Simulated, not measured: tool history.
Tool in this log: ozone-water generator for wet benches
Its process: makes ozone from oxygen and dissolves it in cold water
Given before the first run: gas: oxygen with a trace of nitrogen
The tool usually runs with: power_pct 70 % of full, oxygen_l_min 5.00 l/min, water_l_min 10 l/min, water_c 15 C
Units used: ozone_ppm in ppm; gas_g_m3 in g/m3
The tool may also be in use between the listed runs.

{"run": 1, "hour": 0.0, "power_pct": 70, "oxygen_l_min": 5.0, "water_l_min": 10, "water_c": 15, "ozone_ppm": 22.6, "gas_g_m3": 187.4}
{"run": 2, "hour": 53.1, "power_pct": 70, "oxygen_l_min": 5.0, "water_l_min": 8, "water_c": 15, "ozone_ppm": 27.3, "gas_g_m3": 187.1}
{"run": 3, "hour": 123.6, "power_pct": 70, "oxygen_l_min": 5.0, "water_l_min": 8, "water_c": 15, "ozone_ppm": 27.0, "gas_g_m3": 189.8}
{"run": 4, "hour": 180.7, "power_pct": 70, "oxygen_l_min": 5.0, "water_l_min": 8, "water_c": 15, "ozone_ppm": 27.1, "gas_g_m3": 186.9}
{"run": 5, "hour": 238.5, "power_pct": 70, "oxygen_l_min": 5.0, "water_l_min": 8, "water_c": 15, "ozone_ppm": 27.2, "gas_g_m3": 188.2}
{"run": 6, "hour": 317.4, "power_pct": 70, "oxygen_l_min": 5.0, "water_l_min": 10, "water_c": 15, "ozone_ppm": 22.5, "gas_g_m3": 189.8}
{"run": 7, "hour": 365.5, "power_pct": 70, "oxygen_l_min": 5.0, "water_l_min": 10, "water_c": 15, "ozone_ppm": 22.6, "gas_g_m3": 191.5}
{"run": 8, "hour": 447.7, "power_pct": 70, "oxygen_l_min": 5.0, "water_l_min": 10, "water_c": 15, "ozone_ppm": 22.6, "gas_g_m3": 190.1}
{"run": 9, "hour": 495.6, "power_pct": 70, "oxygen_l_min": 6.74, "water_l_min": 10, "water_c": 15, "ozone_ppm": 22.9, "gas_g_m3": 169.9}
{"run": 10, "hour": 538.3, "power_pct": 70, "oxygen_l_min": 6.74, "water_l_min": 10, "water_c": 15, "ozone_ppm": 22.6, "gas_g_m3": 170.0}
{"run": 11, "hour": 611.8, "power_pct": 70, "oxygen_l_min": 6.74, "water_l_min": 14, "water_c": 15, "ozone_ppm": 17.3, "gas_g_m3": 169.9}
{"run": 12, "hour": 675.6, "power_pct": 70, "oxygen_l_min": 4.0, "water_l_min": 10, "water_c": 15, "ozone_ppm": 22.4, "gas_g_m3": 204.8}
{"run": 13, "hour": 728.1, "power_pct": 70, "oxygen_l_min": 4.0, "water_l_min": 10, "water_c": 15, "ozone_ppm": 22.4, "gas_g_m3": 205.8}
{"run": 14, "hour": 805.9, "power_pct": 70, "oxygen_l_min": 4.0, "water_l_min": 10, "water_c": 15, "ozone_ppm": 22.2, "gas_g_m3": 206.6}
{"run": 15, "hour": 861.1, "power_pct": 70, "oxygen_l_min": 4.0, "water_l_min": 10, "water_c": 15, "ozone_ppm": 22.1, "gas_g_m3": 206.0}
{"run": 16, "hour": 937.4, "power_pct": 70, "oxygen_l_min": 4.0, "water_l_min": 10, "water_c": 15, "ozone_ppm": 22.6, "gas_g_m3": 209.2}
{"run": 17, "hour": 987.5, "power_pct": 40, "oxygen_l_min": 7.21, "water_l_min": 6, "water_c": 9, "ozone_ppm": 26.6, "gas_g_m3": 118.3}
{"run": 18, "hour": 1065.7, "power_pct": 40, "oxygen_l_min": 7.21, "water_l_min": 6, "water_c": 9, "ozone_ppm": 26.7, "gas_g_m3": 119.3}
{"hour": 1134.8, "done": "water thermometer calibrated"}
{"run": 19, "hour": 1134.8, "power_pct": 82, "oxygen_l_min": 6.67, "water_l_min": 10, "water_c": 15, "ozone_ppm": 25.2, "gas_g_m3": 189.4}
{"run": 20, "hour": 1200.0, "power_pct": 52, "oxygen_l_min": 4.19, "water_l_min": 7, "water_c": 12, "ozone_ppm": 26.2, "gas_g_m3": 170.5}
{"run": 21, "hour": 1255.3, "power_pct": 65, "oxygen_l_min": 4.19, "water_l_min": 7, "water_c": 12, "ozone_ppm": 30.3, "gas_g_m3": 194.0}
{"run": 22, "hour": 1331.0, "power_pct": 49, "oxygen_l_min": 8.61, "water_l_min": 9, "water_c": 14, "ozone_ppm": 20.3, "gas_g_m3": 126.5}
{"run": 23, "hour": 1388.6, "power_pct": 91, "oxygen_l_min": 3.95, "water_l_min": 7, "water_c": 21, "ozone_ppm": 31.3, "gas_g_m3": 244.0}
{"run": 24, "hour": 1431.6, "power_pct": 42, "oxygen_l_min": 5.0, "water_l_min": 10, "water_c": 8, "ozone_ppm": 19.1, "gas_g_m3": 139.8}
{"run": 25, "hour": 1483.9, "power_pct": 48, "oxygen_l_min": 4.31, "water_l_min": 7, "water_c": 11, "ozone_ppm": 25.6, "gas_g_m3": 160.4}
{"run": 26, "hour": 1547.3, "power_pct": 52, "oxygen_l_min": 3.66, "water_l_min": 6, "water_c": 13, "ozone_ppm": 28.7, "gas_g_m3": 178.2}
{"run": 27, "hour": 1583.9, "power_pct": 85, "oxygen_l_min": 3.5, "water_l_min": 16, "water_c": 7, "ozone_ppm": 16.3, "gas_g_m3": 247.8}
{"run": 28, "hour": 1628.8, "power_pct": 67, "oxygen_l_min": 7.32, "water_l_min": 16, "water_c": 7, "ozone_ppm": 16.9, "gas_g_m3": 165.0}
{"hour": 1697.4, "done": "gauge calibrated"}
{"run": 29, "hour": 1710.5, "power_pct": 44, "oxygen_l_min": 5.0, "water_l_min": 10, "water_c": 8, "ozone_ppm": 19.4, "gas_g_m3": 141.3}
{"run": 30, "hour": 1747.1, "power_pct": 44, "oxygen_l_min": 5.0, "water_l_min": 10, "water_c": 8, "ozone_ppm": 19.2, "gas_g_m3": 140.9}
{"run": 31, "hour": 1820.6, "power_pct": 44, "oxygen_l_min": 5.0, "water_l_min": 10, "water_c": 8, "ozone_ppm": 19.3, "gas_g_m3": 141.0}
{"run": 32, "hour": 1893.3, "power_pct": 44, "oxygen_l_min": 5.0, "water_l_min": 10, "water_c": 8, "ozone_ppm": 19.7, "gas_g_m3": 139.7}

Below are 5 alternative next runs, each starting from the tool's condition after run 32. Predict each:
{"run": "A", "hour": 1955.1, "power_pct": 70, "oxygen_l_min": 4.74, "water_l_min": 16, "water_c": 15, "ozone_ppm": "?", "gas_g_m3": "?"}
{"run": "B", "hour": 1955.1, "power_pct": 70, "oxygen_l_min": 7.09, "water_l_min": 14, "water_c": 19, "ozone_ppm": "?", "gas_g_m3": "?"}
{"run": "C", "hour": 1955.1, "power_pct": 70, "oxygen_l_min": 2.84, "water_l_min": 10, "water_c": 15, "ozone_ppm": "?", "gas_g_m3": "?"}
{"run": "D", "hour": 1955.1, "power_pct": 86, "oxygen_l_min": 5.0, "water_l_min": 10, "water_c": 15, "ozone_ppm": "?", "gas_g_m3": "?"}
{"run": "E", "hour": 1955.1, "power_pct": 42, "oxygen_l_min": 5.0, "water_l_min": 9, "water_c": 15, "ozone_ppm": "?", "gas_g_m3": "?"}

run=A ozone_ppm=14.5 gas_g_m3=192.5
run=B ozone_ppm=15.7 gas_g_m3=165.9
run=C ozone_ppm=21.1 gas_g_m3=230.9
run=D ozone_ppm=25.9 gas_g_m3=214.1
run=E ozone_ppm=18.2 gas_g_m3=137.8
Stripped of hidden state, with their random variation kept, the same runs would have yielded:
run=A ozone_ppm=14.5 gas_g_m3=191.7
run=B ozone_ppm=15.7 gas_g_m3=165.3
run=C ozone_ppm=21.1 gas_g_m3=230.0
run=D ozone_ppm=25.9 gas_g_m3=213.3
run=E ozone_ppm=18.2 gas_g_m3=137.2
